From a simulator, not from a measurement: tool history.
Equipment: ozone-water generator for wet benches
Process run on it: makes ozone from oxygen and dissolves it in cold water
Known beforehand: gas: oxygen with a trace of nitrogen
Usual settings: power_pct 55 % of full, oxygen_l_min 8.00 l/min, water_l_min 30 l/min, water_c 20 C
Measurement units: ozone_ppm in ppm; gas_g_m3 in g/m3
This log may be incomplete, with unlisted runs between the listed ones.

run 1 hour=0.0 | power_pct=55 oxygen_l_min=8.00 water_l_min=30 water_c=20 | ozone_ppm=22.9 gas_g_m3=219.7
run 2 hour=34.1 | power_pct=55 oxygen_l_min=8.00 water_l_min=30 water_c=20 | ozone_ppm=22.8 gas_g_m3=218.6
run 3 hour=67.8 | power_pct=55 oxygen_l_min=8.00 water_l_min=30 water_c=20 | ozone_ppm=22.8 gas_g_m3=218.5
run 4 hour=85.0 | power_pct=55 oxygen_l_min=8.00 water_l_min=30 water_c=20 | ozone_ppm=22.8 gas_g_m3=219.1
run 5 hour=109.7 | power_pct=55 oxygen_l_min=8.00 water_l_min=30 water_c=20 | ozone_ppm=22.6 gas_g_m3=217.8
run 6 hour=136.0 | power_pct=55 oxygen_l_min=8.00 water_l_min=30 water_c=20 | ozone_ppm=23.1 gas_g_m3=222.1
run 7 hour=172.5 | power_pct=55 oxygen_l_min=8.00 water_l_min=30 water_c=20 | ozone_ppm=22.8 gas_g_m3=218.1
run 8 hour=192.2 | power_pct=55 oxygen_l_min=8.00 water_l_min=30 water_c=20 | ozone_ppm=22.8 gas_g_m3=219.0
run 9 hour=220.2 | power_pct=55 oxygen_l_min=8.00 water_l_min=30 water_c=20 | ozone_ppm=22.6 gas_g_m3=218.7
run 10 hour=254.7 | power_pct=55 oxygen_l_min=8.00 water_l_min=30 water_c=20 | ozone_ppm=22.8 gas_g_m3=218.7
run 11 hour=285.3 | power_pct=55 oxygen_l_min=5.68 water_l_min=30 water_c=26 | ozone_ppm=21.3 gas_g_m3=271.1
run 12 hour=306.6 | power_pct=88 oxygen_l_min=5.68 water_l_min=30 water_c=26 | ozone_ppm=29.9 gas_g_m3=377.1
run 13 hour=336.4 | power_pct=98 oxygen_l_min=8.00 water_l_min=35 water_c=14 | ozone_ppm=32.7 gas_g_m3=328.5

What if the next run were any one of these 3? Each begins from the tool's condition after run 13:
run A hour=363.0 | power_pct=92 oxygen_l_min=9.35 water_l_min=35 water_c=14 | ozone_ppm=? gas_g_m3=?
run B hour=363.0 | power_pct=42 oxygen_l_min=12.44 water_l_min=45 water_c=14 | ozone_ppm=? gas_g_m3=?
run C hour=363.0 | power_pct=69 oxygen_l_min=8.00 water_l_min=40 water_c=13 | ozone_ppm=? gas_g_m3=?

run=A ozone_ppm=30.6 gas_g_m3=284.5
run=B ozone_ppm=14.0 gas_g_m3=136.7
run=C ozone_ppm=22.8 gas_g_m3=257.5
The same runs, with their run-to-run variation unchanged, on a tool lacking any hidden condition would have given:
run=A ozone_ppm=31.6 gas_g_m3=286.5
run=B ozone_ppm=14.4 gas_g_m3=137.2
run=C ozone_ppm=23.6 gas_g_m3=259.0

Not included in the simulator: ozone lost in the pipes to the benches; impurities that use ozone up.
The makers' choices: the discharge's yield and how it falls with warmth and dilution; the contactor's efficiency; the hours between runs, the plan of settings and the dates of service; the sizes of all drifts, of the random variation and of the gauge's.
